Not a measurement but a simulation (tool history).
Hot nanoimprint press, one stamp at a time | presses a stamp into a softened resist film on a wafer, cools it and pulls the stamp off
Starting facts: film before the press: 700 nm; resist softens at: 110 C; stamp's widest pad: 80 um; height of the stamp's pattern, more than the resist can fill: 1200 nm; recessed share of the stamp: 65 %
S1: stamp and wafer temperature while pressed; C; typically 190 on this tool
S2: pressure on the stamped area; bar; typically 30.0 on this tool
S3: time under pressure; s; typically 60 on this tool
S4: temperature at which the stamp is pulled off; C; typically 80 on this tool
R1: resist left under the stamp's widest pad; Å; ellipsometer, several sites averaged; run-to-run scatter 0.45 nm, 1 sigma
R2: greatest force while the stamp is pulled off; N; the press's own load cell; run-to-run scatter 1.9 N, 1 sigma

Run 1, hour 0.0: usual settings. Result: R1 3290 Å, R2 138 N.
Run 2, hour 47.7: usual settings. Result: R1 3281 Å, R2 138 N.
Run 3, hour 96.7: usual settings. Result: R1 3292 Å, R2 137 N.
Run 4, hour 154.8: usual settings. Result: R1 3283 Å, R2 137 N.
Run 5, hour 211.8: usual settings but S1 193 C. Result: R1 3039 Å, R2 138 N.
Run 6, hour 273.4: usual settings but S1 193 C. Result: R1 3037 Å, R2 136 N.
Run 7, hour 338.2: usual settings but S1 193 C. Result: R1 3033 Å, R2 139 N.
Run 8, hour 381.1: usual settings but S1 193 C. Result: R1 3041 Å, R2 141 N.
Run 9, hour 458.7: usual settings but S1 193 C. Result: R1 3036 Å, R2 143 N.
Run 10, hour 505.8: usual settings. Result: R1 3285 Å, R2 140 N.
Run 11, hour 552.3: usual settings. Result: R1 3282 Å, R2 139 N.
Run 12, hour 636.2: usual settings. Result: R1 3293 Å, R2 139 N.
Run 13, hour 678.7: usual settings. Result: R1 3285 Å, R2 139 N.
Run 14, hour 746.1: usual settings. Result: R1 3277 Å, R2 138 N.
Run 15, hour 784.9: usual settings. Result: R1 3281 Å, R2 141 N.
Run 16, hour 872.0: usual settings. Result: R1 3290 Å, R2 139 N.
Run 17, hour 960.5: usual settings but S1 186 C, S2 25.7 bar. Result: R1 3900 Å, R2 142 N.
Run 18, hour 1036.1: usual settings but S1 186 C, S2 25.7 bar, S3 84 s, S4 75 C. Result: R1 3476 Å, R2 151 N.
Run 19, hour 1075.1: usual settings but S1 186 C, S2 25.7 bar, S3 107 s, S4 86 C. Result: R1 3183 Å, R2 120 N.
Run 20, hour 1153.5: usual settings but S1 183 C, S2 25.7 bar, S3 107 s, S4 70 C. Result: R1 3472 Å, R2 164 N.
Run 21, hour 1217.0: usual settings but S1 183 C, S2 25.7 bar, S3 107 s, S4 70 C. Result: R1 3475 Å, R2 162 N.
Run 22, hour 1306.1: usual settings but S1 183 C, S2 25.7 bar, S3 107 s, S4 70 C. Result: R1 3466 Å, R2 168 N.
Run 23, hour 1354.6: usual settings but S1 188 C, S2 40.8 bar, S3 71 s, S4 66 C. Result: R1 2818 Å, R2 175 N.
Run 24, hour 1427.9: usual settings but S1 187 C, S2 44.5 bar, S3 71 s. Result: R1 2783 Å, R2 135 N.
Run 25, hour 1507.2: usual settings but S1 185 C, S2 45.4 bar, S3 59 s, S4 84 C. Result: R1 3145 Å, R2 129 N.
Run 26, hour 1565.9: usual settings but S1 185 C, S2 45.4 bar, S3 59 s, S4 84 C. Result: R1 3137 Å, R2 128 N.
Run 27, hour 1611.2: usual settings but S3 49 s, S4 84 C. Result: R1 3537 Å, R2 128 N.
Run 28, hour 1690.5: usual settings but S2 27.2 bar, S3 54 s. Result: R1 3567 Å, R2 136 N.

Not shown: 8 entries that the log had between the listed runs. Between which runs, and how does the tool's hidden state differ before and after?
Between runs 2 and 3: stamp cleaned and given a new release coat (hour 60.4)
  grip of the stamp's worn release coat, % over a new coat's: 0.5 -> 0
Between runs 6 and 7: plate thermocouple calibrated (hour 315.5); press's hydraulic seals changed and the load cell set to zero (hour 329.5)
  true temperature over the reading, C: 0.02 -> 0; pressure that arrives at the usual setting, %: 99.86 -> 100
Between runs 9 and 10: stamp cleaned and given a new release coat (hour 499.5)
  pressure that arrives at the usual setting, %: 99.99 -> 99.98; grip of the stamp's worn release coat, % over a new coat's: 0.5 -> 0
Between runs 15 and 16: plate thermocouple calibrated (hour 794.9)
  true temperature over the reading, C: 0.02 -> 0.01; pressure that arrives at the usual setting, %: 99.96 -> 99.95; grip of the stamp's worn release coat, % over a new coat's: 0.4 -> 0.5
Between runs 16 and 17: stamp cleaned and given a new release coat (hour 925.2)
  grip of the stamp's worn release coat, % over a new coat's: 0.5 -> 0
Between runs 21 and 22: plate thermocouple calibrated (hour 1264.5)
  true temperature over the reading, C: 0.02 -> 0; grip of the stamp's worn release coat, % over a new coat's: 0.4 -> 0.5
Between runs 22 and 23: stamp cleaned and given a new release coat (hour 1351.8)
  pressure that arrives at the usual setting, %: 99.92 -> 99.91; grip of the stamp's worn release coat, % over a new coat's: 0.5 -> 0
